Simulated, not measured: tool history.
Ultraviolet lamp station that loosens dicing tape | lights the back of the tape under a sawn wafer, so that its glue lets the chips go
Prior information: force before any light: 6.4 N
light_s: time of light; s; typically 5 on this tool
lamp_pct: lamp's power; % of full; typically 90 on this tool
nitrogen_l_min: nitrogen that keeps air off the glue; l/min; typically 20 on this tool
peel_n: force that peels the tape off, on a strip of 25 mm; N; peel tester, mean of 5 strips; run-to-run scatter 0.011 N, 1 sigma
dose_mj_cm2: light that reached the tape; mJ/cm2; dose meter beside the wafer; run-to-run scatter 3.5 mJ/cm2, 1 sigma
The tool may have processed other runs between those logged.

run	day	light_s	lamp_pct	nitrogen_l_min	peel_n	dose_mj_cm2
1	0	5	90	20	0.527	539
2	0.233	5	90	20	0.5	540
3	0.692	5	90	20	0.52	535
4	1.117	5	90	20	0.536	544
5	1.583	5	90	20	0.534	535
6	2.062	5	79	20	0.668	466
7	2.425	5	90	20	0.53	534
8	2.921	5	90	12	0.749	530
9	3.342	10	90	12	0.268	1066
10	3.8	5	90	21	0.524	527
11	4.321	5	90	21	0.529	524
12	4.675	5	90	20	0.541	524
13	5.212	3	69	37	1.388	240
14	5.625	3	69	37	1.405	240
15	5.938	3	69	37	1.441	241
16	6.204	5	90	35	0.407	525
17	6.529	5	90	9	0.939	518
18	6.779	8	90	9	0.446	825
19	7.275	8	90	9	0.428	825
20	7.817	8	88	9	0.443	801
21	8.158	8	88	9	0.452	796
22	8.388	5	90	33	0.419	507
23	8.838	5	90	33	0.435	511

Forecast each of these 5 alternatives for the next run:
A	9.092	5	90	39	?	?
B	9.092	5	90	29	?	?
C	9.092	7	76	20	?	?
D	9.092	9	90	32	?	?
E	9.092	3	81	7	?	?

run	peel_n	dose_mj_cm2
A	0.391	507
B	0.439	509
C	0.438	594
D	0.236	917
E	2.511	273
Take away the tool's hidden state, keep each run's random variation, and the runs would have read:
run	peel_n	dose_mj_cm2
A	0.333	564
B	0.368	567
C	0.371	662
D	0.229	1021
E	2.26	305

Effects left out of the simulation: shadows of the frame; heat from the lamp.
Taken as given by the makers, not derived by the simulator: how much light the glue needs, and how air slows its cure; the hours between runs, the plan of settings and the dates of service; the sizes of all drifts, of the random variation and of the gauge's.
